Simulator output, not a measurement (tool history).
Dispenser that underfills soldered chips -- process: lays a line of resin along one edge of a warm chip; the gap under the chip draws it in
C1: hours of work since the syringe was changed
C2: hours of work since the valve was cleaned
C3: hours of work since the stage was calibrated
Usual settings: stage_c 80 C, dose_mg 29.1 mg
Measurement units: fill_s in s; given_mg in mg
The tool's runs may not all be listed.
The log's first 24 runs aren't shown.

At hour 160.6: new syringe of resin.
Run 25, hour 165.6: usual settings but dose_mg 34 mg; C1 4; C2 5; C3 207. Result: fill_s 96.5 s, given_mg 33.95 mg.
At hour 169: new syringe of resin.
Run 26, hour 174.6: usual settings but stage_c 78 C, dose_mg 34 mg; C1 4; C2 12; C3 214. Result: fill_s 101.7 s, given_mg 33.97 mg.
At hour 177.2: new syringe of resin.
Run 27, hour 182.8: usual settings but stage_c 78 C, dose_mg 34.2 mg; C1 4; C2 18; C3 220. Result: fill_s 105.2 s, given_mg 33.97 mg.
At hour 185.7: new syringe of resin.
Run 28, hour 189.9: usual settings but stage_c 89 C, dose_mg 25.5 mg; C1 3; C2 23; C3 225. Result: fill_s 65.5 s, given_mg 25.36 mg.
At hour 194: new syringe of resin.
Run 29, hour 199.9: usual settings but stage_c 74 C, dose_mg 34.1 mg; C1 5; C2 31; C3 233. Result: fill_s 126.9 s, given_mg 33.73 mg.
At hour 202.7: new syringe of resin.
Run 30, hour 209.8: usual settings but stage_c 74 C, dose_mg 34.1 mg; C1 5; C2 38; C3 240. Result: fill_s 128.8 s, given_mg 33.77 mg.
At hour 210.9: new syringe of resin.
At hour 216: dispensing valve cleaned and set on the balance.
Run 31, hour 216.2: usual settings but stage_c 74 C, dose_mg 34.1 mg; C1 3; C2 0; C3 244. Result: fill_s 119.5 s, given_mg 34.18 mg.
At hour 220: new syringe of resin.
Run 32, hour 220.6: usual settings but stage_c 88 C, dose_mg 37.7 mg; C1 0; C2 3; C3 247. Result: fill_s 61.9 s, given_mg 37.8 mg.
Run 33, hour 226.4: usual settings but stage_c 74 C, dose_mg 36.3 mg; C1 5; C2 8; C3 252. Result: fill_s 124.3 s, given_mg 36.29 mg.
At hour 228.7: new syringe of resin.
Run 34, hour 234.7: usual settings but stage_c 74 C, dose_mg 36.3 mg; C1 5; C2 14; C3 258. Result: fill_s 124.7 s, given_mg 36.09 mg.
At hour 236.7: new syringe of resin.
Run 35, hour 242.1: usual settings but stage_c 82 C, dose_mg 35.4 mg; C1 4; C2 19; C3 263. Result: fill_s 86.1 s, given_mg 35.16 mg.

What if the next run were any one of these 3? Each begins from the tool's condition after run 35:
At hour 245.6: new syringe of resin.
Run A, hour 251.7: usual settings but stage_c 82 C, dose_mg 34.6 mg; C1 5; C2 26; C3 270. Result: fill_s ?, given_mg ?.
At hour 245.6: new syringe of resin.
Run B, hour 251.7: usual settings but stage_c 91 C, dose_mg 35.4 mg; C1 5; C2 26; C3 270. Result: fill_s ?, given_mg ?.
At hour 245.6: new syringe of resin.
Run C, hour 251.7: usual settings but dose_mg 33.4 mg; C1 5; C2 26; C3 270. Result: fill_s ?, given_mg ?.

run  fill_s  given_mg
  A    88.2      34.4
  B    59.9      35.2
  C    95.3     33.11
With no hidden state in the tool, these same runs would have given:
run  fill_s  given_mg
  A      82     34.67
  B    55.5     35.47
  C    88.7     33.37
